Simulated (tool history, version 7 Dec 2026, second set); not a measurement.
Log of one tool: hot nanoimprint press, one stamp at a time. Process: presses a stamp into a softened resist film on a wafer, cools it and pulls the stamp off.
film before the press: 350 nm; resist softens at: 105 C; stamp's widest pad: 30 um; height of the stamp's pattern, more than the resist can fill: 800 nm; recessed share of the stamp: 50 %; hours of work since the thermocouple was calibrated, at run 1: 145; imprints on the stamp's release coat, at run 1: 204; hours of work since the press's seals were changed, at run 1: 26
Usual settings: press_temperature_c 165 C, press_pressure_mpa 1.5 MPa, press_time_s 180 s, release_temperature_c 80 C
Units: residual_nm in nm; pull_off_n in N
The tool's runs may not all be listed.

run,hour,press_temperature_c,press_pressure_mpa,press_time_s,release_temperature_c,hours of work since the thermocouple was calibrated,imprints on the stamp's release coat,hours of work since the press's seals were changed,residual_nm,pull_off_n
1,0,165,1.5,180,80,145,204,26,148.6,102
2,4.2,165,1.5,180,65,147,217,28,148.1,134
3,11.9,165,1.5,180,80,151,240,32,149.5,101
4,18.4,165,1.5,180,80,154,260,35,149.1,96
5,26.3,165,1.5,180,80,158,284,39,147.9,96
6,31.7,165,1.5,180,80,161,301,41,148.4,101
7,35.4,165,1.5,292,80,163,312,43,121.1,99
8,44.4,165,1.5,180,68,167,339,47,148.1,129
9,48.2,165,1.5,180,68,169,351,49,148,131
10,52.8,165,2.15,180,80,171,365,52,126.5,101
11,56.8,165,1.68,180,80,173,377,54,138.8,96
12,63.1,165,1.5,180,69,176,397,57,147.3,124
13,67.7,165,1.5,180,69,178,411,59,145.7,125
14,75.5,174,1.5,180,80,182,435,63,109.2,99
15,83.6,174,1.5,180,80,186,459,67,109,99
16,92,169,0.91,180,80,190,485,71,162.7,98
17,97.6,169,0.91,180,80,193,502,73,160.6,102
18,104.2,169,2.36,180,80,196,522,77,103.9,95
19,108,169,2.36,180,80,198,534,78,102.4,97
20,111.8,169,2.36,180,80,200,546,80,102.2,104
21,118.4,169,2.36,180,80,203,566,83,102.7,101
22,123.5,169,2.36,180,80,205,582,86,102.5,100
23,132.3,169,2.36,180,80,210,608,90,102,101
24,140.5,169,2.36,180,80,214,633,94,101.5,101
25,149.6,165,1.72,121,80,218,661,99,159.5,100
26,155.3,165,2.08,180,80,221,679,101,125,97
27,163.5,168,1.47,129,78,225,704,105,150.7,105
28,167.9,168,1.58,281,78,227,717,108,107.8,103
29,174.7,168,1.58,281,78,230,738,111,106.6,106
30,182.9,168,1.58,281,78,234,763,115,106,103

Some steps in residual_nm between neighbouring runs. How much of each would the tool show without its hidden state too (settings, what came in, random variation), and how much is left for the hidden state, with any gauge scatter that isn't in both results?
The hidden state here: true temperature over the reading, C; pressure that arrives at the usual setting, %; grip of the stamp's worn release coat, % over a new coat's; drift of the gauge itself on residual_nm, %; drift of the gauge itself on pull_off_n, %.
Run 15 -> 16: press_temperature_c 174 -> 169, press_pressure_mpa 1.5 -> 0.91. residual_nm +53.7 nm: hidden state -0.8, all else +54.5.
Run 17 -> 18: press_pressure_mpa 0.91 -> 2.36. residual_nm -56.7 nm: hidden state +0.6, all else -57.3.
Run 24 -> 25: press_temperature_c 169 -> 165, press_pressure_mpa 2.36 -> 1.72, press_time_s 180 -> 121. residual_nm +58 nm: hidden state -1.3, all else +59.3.
Run 27 -> 28: press_pressure_mpa 1.47 -> 1.58, press_time_s 129 -> 281. residual_nm -42.9 nm: hidden state +0.9, all else -43.8.

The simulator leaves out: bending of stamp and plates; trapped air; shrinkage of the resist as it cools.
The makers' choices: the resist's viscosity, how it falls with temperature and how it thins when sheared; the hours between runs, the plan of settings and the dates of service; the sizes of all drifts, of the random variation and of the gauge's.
